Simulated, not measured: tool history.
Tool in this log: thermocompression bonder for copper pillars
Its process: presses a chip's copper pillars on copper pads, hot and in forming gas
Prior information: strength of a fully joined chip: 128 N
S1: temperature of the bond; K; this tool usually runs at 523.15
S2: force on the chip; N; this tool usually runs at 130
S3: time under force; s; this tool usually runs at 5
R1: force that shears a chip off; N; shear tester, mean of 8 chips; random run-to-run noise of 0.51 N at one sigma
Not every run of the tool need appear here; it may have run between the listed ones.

run 1 hour=0 | S1=523.15 S2=130 S3=5 | R1=89.2
run 2 hour=14.6 | S1=499.15 S2=130 S3=5 | R1=64.4
run 3 hour=28 | S1=499.15 S2=130 S3=5 | R1=64.2
run 4 hour=36.8 | S1=499.15 S2=130 S3=5 | R1=63.8
run 5 hour=50.6 | S1=499.15 S2=130 S3=5 | R1=64.1
run 6 hour=68.1 | S1=499.15 S2=130 S3=5 | R1=63.9
run 7 hour=79.2 | S1=499.15 S2=130 S3=5 | R1=62.7
run 8 hour=93.4 | S1=499.15 S2=130 S3=5 | R1=63.9
run 9 hour=108.2 | S1=544.15 S2=130 S3=5 | R1=106.8
run 10 hour=126.3 | S1=523.15 S2=130 S3=5 | R1=88.5
run 11 hour=139.7 | S1=523.15 S2=130 S3=5 | R1=88.7
run 12 hour=151.9 | S1=523.15 S2=130 S3=5 | R1=88.7
run 13 hour=166.2 | S1=523.15 S2=130 S3=5 | R1=88.5
run 14 hour=174.7 | S1=523.15 S2=130 S3=5 | R1=88.5
run 15 hour=188.8 | S1=494.15 S2=130 S3=5 | R1=59.3
run 16 hour=200.4 | S1=494.15 S2=130 S3=5 | R1=59.2
run 17 hour=213.2 | S1=523.15 S2=130 S3=4 | R1=83.9
run 18 hour=225.7 | S1=539.15 S2=130 S3=5 | R1=103.4
run 19 hour=236.7 | S1=539.15 S2=130 S3=5 | R1=103.2
run 20 hour=248.2 | S1=539.15 S2=130 S3=5 | R1=101.9
run 21 hour=259.5 | S1=539.15 S2=130 S3=5 | R1=102.7
run 22 hour=267.3 | S1=545.15 S2=101 S3=6 | R1=96.3
run 23 hour=279.9 | S1=540.15 S2=130 S3=5 | R1=102.7
run 24 hour=292.1 | S1=540.15 S2=130 S3=5 | R1=102.3
run 25 hour=307.7 | S1=523.15 S2=106 S3=6 | R1=79.7
run 26 hour=316.6 | S1=523.15 S2=130 S3=3 | R1=77
run 27 hour=330.1 | S1=503.15 S2=130 S3=3 | R1=57.6
run 28 hour=338.6 | S1=500.15 S2=157 S3=8 | R1=87.4
run 29 hour=353 | S1=533.15 S2=78 S3=6 | R1=70.3
run 30 hour=369 | S1=503.15 S2=89 S3=6 | R1=50.2
run 31 hour=384.3 | S1=518.15 S2=130 S3=5 | R1=83.1
-- hour=386.4 forming gas filter changed
run 32 hour=394.6 | S1=518.15 S2=130 S3=5 | R1=86.8
run 33 hour=404.9 | S1=537.15 S2=95 S3=4 | R1=80.9
run 34 hour=414.8 | S1=537.15 S2=89 S3=4 | R1=75.9
run 35 hour=422.9 | S1=537.15 S2=89 S3=4 | R1=76.5
run 36 hour=436.3 | S1=537.15 S2=89 S3=4 | R1=76.1
run 37 hour=449.2 | S1=527.15 S2=130 S3=9 | R1=107
run 38 hour=457.7 | S1=527.15 S2=130 S3=9 | R1=107.3
run 39 hour=472.3 | S1=527.15 S2=130 S3=9 | R1=108.3
run 40 hour=480.8 | S1=523.15 S2=130 S3=6 | R1=96.5
run 41 hour=492 | S1=510.15 S2=142 S3=8 | R1=94.9

Below are 3 alternative next runs, each starting from the tool's condition after run 41. Predict each:
run A hour=508.8 | S1=525.15 S2=190 S3=6 | R1=?
run B hour=508.8 | S1=548.15 S2=137 S3=3 | R1=?
run C hour=508.8 | S1=519.15 S2=142 S3=3 | R1=?

run=A R1=116.5
run=B R1=104.9
run=C R1=81.4
The same runs, with their run-to-run variation unchanged, on a tool lacking any hidden condition would have given:
run=A R1=114.4
run=B R1=102.1
run=C R1=76.9
